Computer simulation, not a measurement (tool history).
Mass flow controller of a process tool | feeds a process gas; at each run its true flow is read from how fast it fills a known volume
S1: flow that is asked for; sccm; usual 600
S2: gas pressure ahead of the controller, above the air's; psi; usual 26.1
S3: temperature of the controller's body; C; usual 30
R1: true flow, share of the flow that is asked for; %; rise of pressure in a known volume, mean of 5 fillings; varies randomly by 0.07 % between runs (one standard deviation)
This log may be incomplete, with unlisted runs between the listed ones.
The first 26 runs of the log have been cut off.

Run 27, hour 4474.7: usual settings but S2 40.3 psi, S3 31 C. Result: R1 99.66 %.
Run 28, hour 4640.5: usual settings but S2 40.3 psi, S3 31 C. Result: R1 99.61 %.
Run 29, hour 4801.4: usual settings but S1 353 sccm, S2 20.9 psi, S3 31 C. Result: R1 98.36 %.
Run 30, hour 4920: usual settings but S1 133 sccm, S2 40 psi. Result: R1 91.85 %.
Run 31, hour 5064.2: usual settings but S1 424 sccm, S2 21.8 psi, S3 24 C. Result: R1 99.38 %.
Run 32, hour 5260.2: usual settings but S1 345 sccm, S2 21.2 psi, S3 24 C. Result: R1 98.48 %.
Run 33, hour 5449.6: usual settings but S1 110 sccm, S2 33.4 psi, S3 35 C. Result: R1 89.65 %.
Run 34, hour 5675.1: usual settings but S1 188 sccm, S2 38.3 psi, S3 39 C. Result: R1 94.12 %.
Run 35, hour 5898.3: usual settings but S1 746 sccm, S2 20.3 psi. Result: R1 101.35 %.
Run 36, hour 6061.3: usual settings but S1 746 sccm, S2 20.3 psi. Result: R1 101.53 %.
Run 37, hour 6241.5: usual settings but S1 499 sccm. Result: R1 99.78 %.
At hour 6353.6: controller's zero set anew.
Run 38, hour 6368.2: usual settings but S1 318 sccm. Result: R1 101.76 %.
Run 39, hour 6574: usual settings but S1 289 sccm, S2 24.2 psi, S3 37 C. Result: R1 101.48 %.
Run 40, hour 6787: usual settings but S1 289 sccm, S2 24.2 psi, S3 37 C. Result: R1 101.43 %.
Run 41, hour 6945.5: usual settings but S1 496 sccm. Result: R1 102.35 %.
At hour 7056.8: controller exchanged for a calibrated one.
Run 42, hour 7083: usual settings but S1 391 sccm, S2 39.2 psi. Result: R1 97.99 %.
Run 43, hour 7238.3: usual settings but S1 391 sccm, S2 39.2 psi. Result: R1 98.1 %.
Run 44, hour 7383.7: usual settings but S1 180 sccm, S2 27.1 psi, S3 21 C. Result: R1 97.87 %.
Run 45, hour 7590.3: usual settings but S2 23.6 psi. Result: R1 99.01 %.
Run 46, hour 7721.8: usual settings but S1 389 sccm, S2 24.7 psi, S3 22 C. Result: R1 98.61 %.
Run 47, hour 7901.5: usual settings but S1 329 sccm, S2 34.1 psi. Result: R1 97.91 %.

Here are 5 independent what-if runs from the current tool condition. What would each one return?
Run A, hour 8052.9: usual settings but S1 329 sccm, S2 20.9 psi. Result: R1 ?.
Run B, hour 8052.9: usual settings but S1 329 sccm, S2 20.3 psi. Result: R1 ?.
Run C, hour 8052.9: usual settings but S1 409 sccm, S2 27 psi, S3 27 C. Result: R1 ?.
Run D, hour 8052.9: usual settings but S1 719 sccm, S2 34.5 psi, S3 38 C. Result: R1 ?.
Run E, hour 8052.9: usual settings but S2 20.6 psi, S3 38 C. Result: R1 ?.

run     R1
  A  98.27
  B  98.48
  C  98.61
  D  99.15
  E     99
With no hidden state in the tool, these same runs would have given:
run     R1
  A  98.04
  B  98.24
  C   98.3
  D  98.69
  E  98.57

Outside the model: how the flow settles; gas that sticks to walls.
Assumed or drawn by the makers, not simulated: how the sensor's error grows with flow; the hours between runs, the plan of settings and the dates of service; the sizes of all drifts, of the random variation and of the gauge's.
